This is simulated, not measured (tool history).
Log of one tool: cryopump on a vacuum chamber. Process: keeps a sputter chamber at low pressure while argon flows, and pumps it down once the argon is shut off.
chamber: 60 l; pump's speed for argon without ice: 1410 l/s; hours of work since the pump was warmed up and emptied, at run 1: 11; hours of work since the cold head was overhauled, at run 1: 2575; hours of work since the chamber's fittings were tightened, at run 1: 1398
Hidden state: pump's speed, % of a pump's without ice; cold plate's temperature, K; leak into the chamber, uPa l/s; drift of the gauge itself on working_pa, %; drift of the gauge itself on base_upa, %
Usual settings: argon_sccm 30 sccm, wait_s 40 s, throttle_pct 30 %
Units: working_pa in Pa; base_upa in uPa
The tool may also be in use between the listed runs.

run,hour,argon_sccm,wait_s,throttle_pct,hours of work since the pump was warmed up and emptied,hours of work since the cold head was overhauled,hours of work since the chamber's fittings were tightened,working_pa,base_upa
1,0,30,40,30,11,2575,1398,0.123,2.2
2,90.2,30,40,30,90,2654,1476,0.1265,2.34
3,137.3,30,40,57,131,2695,1517,0.071,2.5
4,187.3,30,40,57,174,2739,1561,0.0743,2.55
5,287.3,30,40,30,261,2826,1648,0.1374,2.82
6,356.1,30,40,17,321,2886,1708,0.2356,3.07
# hour 371.6: pump warmed up, emptied and cooled again
7,415.3,30,40,18,38,2933,1755,0.2026,2.41
# hour 483.7: leaking fittings of the chamber tightened, without venting
8,509.2,30,23,30,118,3013,22,0.1277,2.34
9,578.9,30,65,30,179,3074,83,0.1302,1.06
10,668.4,30,65,30,257,3152,161,0.1359,1.18
# hour 762.4: pump warmed up, emptied and cooled again
11,769.1,30,65,30,6,3236,244,0.1206,1.07
12,850.6,30,40,36,77,3307,316,0.105,1.61
13,893.5,18,40,36,114,3344,353,0.0636,1.68
14,986.9,54,40,36,196,3426,434,0.2009,1.78
15,1060.1,54,40,36,260,3489,498,0.2095,1.94
# hour 1153.2: pump warmed up, emptied and cooled again
16,1163.1,54,40,36,9,3575,584,0.1833,1.8
17,1253.5,30,40,57,87,3654,663,0.069,1.91
18,1329.4,30,40,57,154,3720,729,0.0718,1.92
19,1426.1,21,50,57,238,3804,813,0.055,1.82
20,1475.6,21,240,33,281,3847,856,0.0889,1.21
# hour 1543.2: pump warmed up, emptied and cooled again
21,1573.5,28,40,30,26,3928,937,0.1152,1.95
22,1616.8,28,40,30,64,3966,975,0.117,2.02

The next listed run, before its measurement:
23,1698.5,16,133,28,135,4037,1046,?,?

Run 23 gave working_pa 0.0726 Pa, base_upa 1.24 uPa.
Without the tool's hidden state the same run would have given working_pa 0.0684 Pa, base_upa 0.55 uPa.
